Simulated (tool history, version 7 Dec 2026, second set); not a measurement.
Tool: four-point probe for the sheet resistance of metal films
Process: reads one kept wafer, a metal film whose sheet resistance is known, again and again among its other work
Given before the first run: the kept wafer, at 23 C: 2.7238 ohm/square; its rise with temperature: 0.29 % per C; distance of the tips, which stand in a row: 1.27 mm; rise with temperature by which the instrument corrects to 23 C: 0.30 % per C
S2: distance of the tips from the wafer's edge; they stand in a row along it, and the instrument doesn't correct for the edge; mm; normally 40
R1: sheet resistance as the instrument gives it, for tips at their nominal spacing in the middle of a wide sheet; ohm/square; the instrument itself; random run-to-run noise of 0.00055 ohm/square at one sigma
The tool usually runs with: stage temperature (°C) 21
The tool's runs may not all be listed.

{"run": 1, "hour": 0.0, "stage temperature (°C)": 21, "S2": 40, "R1": 2.72673}
{"run": 2, "hour": 19.5, "stage temperature (°C)": 31, "S2": 40, "R1": 2.723499}
{"run": 3, "hour": 44.9, "stage temperature (°C)": 31, "S2": 40, "R1": 2.723794}
{"run": 4, "hour": 75.7, "stage temperature (°C)": 31, "S2": 40, "R1": 2.723691}
{"run": 5, "hour": 101.4, "stage temperature (°C)": 31, "S2": 40, "R1": 2.72487}
{"run": 6, "hour": 132.0, "stage temperature (°C)": 31, "S2": 40, "R1": 2.724232}
{"run": 7, "hour": 160.7, "stage temperature (°C)": 31, "S2": 40, "R1": 2.723358}
{"run": 8, "hour": 184.3, "stage temperature (°C)": 31, "S2": 40, "R1": 2.723378}
{"run": 9, "hour": 202.3, "stage temperature (°C)": 22, "S2": 4, "R1": 2.864555}
{"run": 10, "hour": 220.3, "stage temperature (°C)": 18, "S2": 12, "R1": 2.741746}
{"run": 11, "hour": 253.2, "stage temperature (°C)": 22, "S2": 12, "R1": 2.74051}
{"run": 12, "hour": 269.3, "stage temperature (°C)": 20, "S2": 7, "R1": 2.773207}
{"run": 13, "hour": 290.3, "stage temperature (°C)": 20, "S2": 7, "R1": 2.771706}
{"run": 14, "hour": 325.4, "stage temperature (°C)": 33, "S2": 5, "R1": 2.813362}
{"run": 15, "hour": 349.8, "stage temperature (°C)": 18, "S2": 10, "R1": 2.7493}

What if the next run were any one of these 5? Each begins from the tool's condition after run 15:
{"run": "A", "hour": 372.0, "stage temperature (°C)": 21, "S2": 53, "R1": "?"}
{"run": "B", "hour": 372.0, "stage temperature (°C)": 23, "S2": 41, "R1": "?"}
{"run": "C", "hour": 372.0, "stage temperature (°C)": 32, "S2": 8, "R1": "?"}
{"run": "D", "hour": 372.0, "stage temperature (°C)": 26, "S2": 62, "R1": "?"}
{"run": "E", "hour": 372.0, "stage temperature (°C)": 19, "S2": 40, "R1": "?"}

run=A R1=2.725298
run=B R1=2.72573
run=C R1=2.757953
run=D R1=2.723973
run=E R1=2.726671
Without the tool's hidden state the same runs would have given:
run=A R1=2.724973
run=B R1=2.725405
run=C R1=2.757623
run=D R1=2.723648
run=E R1=2.726346
